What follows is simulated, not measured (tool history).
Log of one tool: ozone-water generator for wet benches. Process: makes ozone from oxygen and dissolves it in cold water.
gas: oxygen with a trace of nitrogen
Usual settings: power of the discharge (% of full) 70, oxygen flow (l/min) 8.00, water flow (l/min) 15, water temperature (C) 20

run    hour  power of the discharge (% of full)  oxygen flow (l/min)  water flow (l/min)  water temperature (C)  dissolved ozone (ppm)  ozone in the gas ahead of the water (g/m3)
  1     0.0                                  70                 8.00                  15                     20                   25.4                                       191.4
  2    63.0                                  70                 8.00                  15                     20                   25.3                                       190.7
  3   127.4                                  70                 8.00                  15                     20                   25.3                                       190.6
  4   193.5                                  70                 8.00                  15                     20                   25.2                                       190.2
  5   260.8                                  70                 8.00                  15                     20                   25.2                                       188.5
  6   328.8                                  70                 8.00                  15                     20                   25.0                                       188.7
  7   381.0                                  70                 4.12                  15                     20                   26.2                                       262.5
  8   433.1                                  70                 4.12                  15                     20                   26.2                                       262.3
  9   470.1                                  70                 8.00                  15                     21                   25.0                                       188.2
 10   504.1                                  70                 8.00                  15                     21                   25.0                                       189.1
      513.6  -- contactor cleaned
 11   555.4                                  70                 8.00                  15                     20                   24.9                                       187.9
 12   621.6                                  70                 8.00                  15                     20                   24.5                                       185.0
 13   661.1                                  70                 8.00                  15                     20                   24.7                                       187.3
 14   691.7                                  60                 8.00                  15                     20                   22.8                                       173.6
      700.8  -- contactor cleaned, once more
 15   729.8                                  70                 8.00                  15                     20                   25.1                                       187.9
 16   799.1                                  70                 8.00                  15                     20                   24.7                                       185.0
 17   857.7                                  87                 8.00                  13                     20                   29.6                                       210.5
 18   922.3                                  70                 9.95                  15                     21                   23.4                                       167.6
 19   979.4                                  86                 4.68                  21                     15                   24.6                                       272.1
 20  1042.4                                  70                13.64                  12                     15                   27.5                                       142.4
 21  1098.9                                  82                 8.00                  13                     20                   29.1                                       201.9
 22  1142.5                                  53                 8.00                  13                     20                   22.5                                       158.7
 23  1211.0                                  80                 7.28                  20                     21                   21.9                                       208.3
 24  1244.3                                  70                 8.92                  21                     20                   20.3                                       174.0
 25  1293.6                                  70                10.09                  15                     12                   28.1                                       165.1
 26  1350.7                                  70                 8.00                  22                     14                   21.9                                       183.0
 27  1381.7                                  48                 8.00                  22                     24                   14.8                                       151.1
 28  1445.3                                  46                 8.00                  22                     24                   14.6                                       147.7
 29  1507.5                                  65                 6.40                  15                     20                   24.1                                       198.5
 30  1570.1                                  65                 6.40                  15                     20                   23.8                                       199.0
 31  1601.0                                  81                 8.57                  11                     16                   32.9                                       191.0
 32  1630.7                                  81                 8.57                  11                     16                   32.9                                       190.6

5 ways to go on from here, each from the tool as it stands after run 32. What would each give?
  A  1674.0                                  44                 9.86                  11                     22                      ?                                           ?
  B  1674.0                                  70                 8.00                  15                     16                      ?                                           ?
  C  1674.0                                  70                 8.00                  23                     20                      ?                                           ?
  D  1674.0                                  90                 8.57                  16                     12                      ?                                           ?
  E  1674.0                                  81                 4.50                  11                     16                      ?                                           ?

run  dissolved ozone (ppm)  ozone in the gas ahead of the water (g/m3)
  A                   20.0                                       129.0
  B                   26.3                                       183.2
  C                   19.0                                       183.0
  D                   31.0                                       200.1
  E                   35.5                                       264.7
Without the tool's hidden state the same runs would have given:
run  dissolved ozone (ppm)  ozone in the gas ahead of the water (g/m3)
  A                   21.8                                       138.1
  B                   29.3                                       201.0
  C                   21.2                                       200.8
  D                   35.0                                       222.5
  E                   39.7                                       292.5
